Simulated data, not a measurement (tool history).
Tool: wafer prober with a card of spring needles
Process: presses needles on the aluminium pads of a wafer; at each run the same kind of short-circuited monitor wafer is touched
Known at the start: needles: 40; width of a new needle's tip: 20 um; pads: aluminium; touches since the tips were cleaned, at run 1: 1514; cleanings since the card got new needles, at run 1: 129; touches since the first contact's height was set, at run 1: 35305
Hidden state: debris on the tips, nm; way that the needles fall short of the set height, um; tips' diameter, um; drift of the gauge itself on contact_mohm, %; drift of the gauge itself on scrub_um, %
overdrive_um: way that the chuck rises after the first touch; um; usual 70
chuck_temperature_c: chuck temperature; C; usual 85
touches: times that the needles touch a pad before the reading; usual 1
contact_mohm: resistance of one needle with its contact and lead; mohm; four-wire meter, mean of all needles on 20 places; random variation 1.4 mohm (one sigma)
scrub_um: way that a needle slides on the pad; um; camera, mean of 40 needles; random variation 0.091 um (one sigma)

run   hour  overdrive_um  chuck_temperature_c  touches  touches since the tips were cleaned  cleanings since the card got new needles  touches since the first contact's height was set  contact_mohm  scrub_um
  1      0            70                   85        1                                 1514                                       129                                             35305           144       8.9
         3  -- tips cleaned on abrasive film
       8.9  -- tips cleaned on abrasive film
      14.9  -- tips cleaned on abrasive film
      22.3  -- tips cleaned on abrasive film
      29.7  -- tips cleaned on abrasive film
      35.6  -- tips cleaned on abrasive film
        43  -- tips cleaned on abrasive film
      48.9  -- tips cleaned on abrasive film
      56.3  -- tips cleaned on abrasive film
  2   58.7            70                   85        1                                  995                                       138                                             59646           140       8.8
      63.1  -- tips cleaned on abrasive film
      69.1  -- tips cleaned on abrasive film
      76.5  -- tips cleaned on abrasive film
      83.9  -- tips cleaned on abrasive film
      89.8  -- tips cleaned on abrasive film
      95.7  -- tips cleaned on abrasive film
     103.1  -- tips cleaned on abrasive film
     109.1  -- tips cleaned on abrasive film
     115.2  -- tips cleaned on abrasive film
  3  115.2            70                   85        1                                    0                                       147                                             83092           134      8.86
     122.6  -- tips cleaned on abrasive film
     128.5  -- tips cleaned on abrasive film
     135.9  -- tips cleaned on abrasive film
     141.9  -- tips cleaned on abrasive film
     149.3  -- tips cleaned on abrasive film
     156.7  -- tips cleaned on abrasive film
       164  -- tips cleaned on abrasive film
  4  169.4            70                   85        1                                 2264                                       154                                            105629           153      8.59
       171  -- tips cleaned on abrasive film
     178.4  -- tips cleaned on abrasive film
     185.8  -- tips cleaned on abrasive film
     191.7  -- tips cleaned on abrasive film
     199.1  -- tips cleaned on abrasive film
     206.5  -- tips cleaned on abrasive film
     213.9  -- tips cleaned on abrasive film
  5  218.6            70                   85        1                                 2010                                       161                                            126072           149      8.51
     220.2  -- tips cleaned on abrasive film
     226.1  -- tips cleaned on abrasive film
     233.5  -- tips cleaned on abrasive film
     239.5  -- tips cleaned on abrasive film
     246.9  -- tips cleaned on abrasive film
     252.8  -- tips cleaned on abrasive film
     260.2  -- tips cleaned on abrasive film
     267.6  -- tips cleaned on abrasive film
       275  -- tips cleaned on abrasive film
  6  279.6            70                   85        1                                 1957                                       170                                            151375           152      8.45
     281.2  -- tips cleaned on abrasive film
     288.6  -- tips cleaned on abrasive film
       296  -- tips cleaned on abrasive film
     303.3  -- tips cleaned on abrasive film
     309.3  -- tips cleaned on abrasive film
     316.7  -- tips cleaned on abrasive film
     324.1  -- tips cleaned on abrasive film
     324.4  -- height of the first contact set anew
  7  330.2            70                   85        1                                 2450                                       177                                              2450           151      8.97
     331.7  -- tips cleaned on abrasive film
     337.7  -- tips cleaned on abrasive film
     343.6  -- tips cleaned on abrasive film
       351  -- tips cleaned on abrasive film
     356.9  -- tips cleaned on abrasive film
     364.3  -- tips cleaned on abrasive film
     371.7  -- tips cleaned on abrasive film
     379.1  -- tips cleaned on abrasive film
     385.6  -- tips cleaned on abrasive film
  8  385.6            70                   85        1                                    0                                       186                                             25412           133         9
       393  -- tips cleaned on abrasive film
     400.4  -- tips cleaned on abrasive film
     407.8  -- tips cleaned on abrasive film
     415.1  -- tips cleaned on abrasive film
     422.5  -- tips cleaned on abrasive film
     429.9  -- tips cleaned on abrasive film
     437.3  -- tips cleaned on abrasive film
     444.7  -- tips cleaned on abrasive film
     451.4  -- tips cleaned on abrasive film
  9  451.4            72                   85        1                                    0                                       195                                             52776           130      9.13
     457.4  -- tips cleaned on abrasive film
     464.8  -- tips cleaned on abrasive film
     472.1  -- tips cleaned on abrasive film
     479.5  -- tips cleaned on abrasive film
 10  484.5            70                   85        1                                 2076                                       199                                             66526           150      8.71
       486  -- tips cleaned on abrasive film
     493.4  -- tips cleaned on abrasive film
     500.8  -- tips cleaned on abrasive film
     508.2  -- tips cleaned on abrasive film
     515.6  -- tips cleaned on abrasive film
       523  -- tips cleaned on abrasive film
     528.9  -- tips cleaned on abrasive film
       535  -- tips cleaned on abrasive film
 11    535            70                   85        1                                    0                                       207                                             87464           134      8.63
     540.9  -- tips cleaned on abrasive film
     546.9  -- tips cleaned on abrasive film
     554.2  -- tips cleaned on abrasive film
     560.2  -- tips cleaned on abrasive film
     567.6  -- tips cleaned on abrasive film
       575  -- tips cleaned on abrasive film
     580.9  -- tips cleaned on abrasive film
     588.3  -- tips cleaned on abrasive film
     594.2  -- tips cleaned on abrasive film
     601.6  -- tips cleaned on abrasive film
 12  602.6            56                  122        2                                  438                                       217                                            115557           153      6.62
     608.6  -- tips cleaned on abrasive film
     614.5  -- tips cleaned on abrasive film
     621.9  -- tips cleaned on abrasive film
     629.3  -- tips cleaned on abrasive film
     635.2  -- tips cleaned on abrasive film
     642.6  -- tips cleaned on abrasive film
     648.6  -- tips cleaned on abrasive film
     655.9  -- tips cleaned on abrasive film
 13  660.9            56                  122        2                                 2086                                       225                                            139759           169       6.6
     662.4  -- tips cleaned on abrasive film
     669.8  -- tips cleaned on abrasive film
     675.8  -- tips cleaned on abrasive film
     683.2  -- tips cleaned on abrasive film
     690.6  -- tips cleaned on abrasive film
 14  693.5            70                  108        1                                 1221                                       230                                            153267           154      8.26
     697.9  -- tips cleaned on abrasive film
     705.3  -- tips cleaned on abrasive film
     712.7  -- tips cleaned on abrasive film
     718.6  -- tips cleaned on abrasive film
       726  -- tips cleaned on abrasive film
 15  731.1            70                   85        2                                 2125                                       235                                            168907           148       8.3
     732.6  -- tips cleaned on abrasive film
     732.9  -- height of the first contact set anew
     738.9  -- tips cleaned on abrasive film
     746.3  -- tips cleaned on abrasive film
     753.7  -- tips cleaned on abrasive film
       761  -- tips cleaned on abrasive film
       767  -- tips cleaned on abrasive film
     774.4  -- tips cleaned on abrasive film
     781.8  -- tips cleaned on abrasive film
 16  785.3            68                   31        3                                 1487                                       243                                             21761           133      8.71
     788.3  -- tips cleaned on abrasive film
     795.7  -- tips cleaned on abrasive film
     801.6  -- tips cleaned on abrasive film
       809  -- tips cleaned on abrasive film
       815  -- tips cleaned on abrasive film
     822.3  -- tips cleaned on abrasive film
     828.3  -- tips cleaned on abrasive film
     835.7  -- tips cleaned on abrasive film
     843.1  -- tips cleaned on abrasive film
     849.9  -- tips cleaned on abrasive film
 17  849.9            67                   70        2                                    0                                       253                                             48575           132      8.38
     857.3  -- tips cleaned on abrasive film
     864.7  -- tips cleaned on abrasive film
     870.7  -- tips cleaned on abrasive film
       878  -- tips cleaned on abrasive film
     885.4  -- tips cleaned on abrasive film
     891.4  -- tips cleaned on abrasive film
     898.8  -- tips cleaned on abrasive film
     904.7  -- tips cleaned on abrasive film
     912.1  -- tips cleaned on abrasive film
       918  -- tips cleaned on abrasive film
 18  923.5            67                   70        2                                 2327                                       263                                             79163           151      8.35
     925.1  -- tips cleaned on abrasive film
     932.5  -- tips cleaned on abrasive film
     939.9  -- tips cleaned on abrasive film
     945.8  -- tips cleaned on abrasive film
     953.2  -- tips cleaned on abrasive film
     960.6  -- tips cleaned on abrasive film
     966.5  -- tips cleaned on abrasive film
     973.9  -- tips cleaned on abrasive film
     981.3  -- tips cleaned on abrasive film
     987.2  -- tips cleaned on abrasive film
     993.2  -- tips cleaned on abrasive film
 19  993.6            74                   85        2                                  187                                       274                                            108226           134      9.08

Forecast each of these 4 alternatives for the next run:
      999.6  -- tips cleaned on abrasive film
     1005.5  -- tips cleaned on abrasive film
     1011.4  -- tips cleaned on abrasive film
     1018.8  -- tips cleaned on abrasive film
     1025.7  -- tips cleaned on abrasive film
  A  1025.7            71                  120        2                                    0                                       279                                            121525             ?         ?
      999.6  -- tips cleaned on abrasive film
     1005.5  -- tips cleaned on abrasive film
     1011.4  -- tips cleaned on abrasive film
     1018.8  -- tips cleaned on abrasive film
     1025.7  -- tips cleaned on abrasive film
  B  1025.7            76                   99        1                                    0                                       279                                            121525             ?         ?
      999.6  -- tips cleaned on abrasive film
     1005.5  -- tips cleaned on abrasive film
     1011.4  -- tips cleaned on abrasive film
     1018.8  -- tips cleaned on abrasive film
     1025.7  -- tips cleaned on abrasive film
  C  1025.7            90                   85        2                                    0                                       279                                            121525             ?         ?
      999.6  -- tips cleaned on abrasive film
     1005.5  -- tips cleaned on abrasive film
     1011.4  -- tips cleaned on abrasive film
     1018.8  -- tips cleaned on abrasive film
     1025.7  -- tips cleaned on abrasive film
  D  1025.7            82                   85        2                                    0                                       279                                            121525             ?         ?

run  contact_mohm  scrub_um
  A           142       8.5
  B           140      9.24
  C           128     10.98
  D           130     10.04
Without the tool's hidden state the same runs would have given:
run  contact_mohm  scrub_um
  A           131         9
  B           129      9.74
  C           121     11.47
  D           121     10.54

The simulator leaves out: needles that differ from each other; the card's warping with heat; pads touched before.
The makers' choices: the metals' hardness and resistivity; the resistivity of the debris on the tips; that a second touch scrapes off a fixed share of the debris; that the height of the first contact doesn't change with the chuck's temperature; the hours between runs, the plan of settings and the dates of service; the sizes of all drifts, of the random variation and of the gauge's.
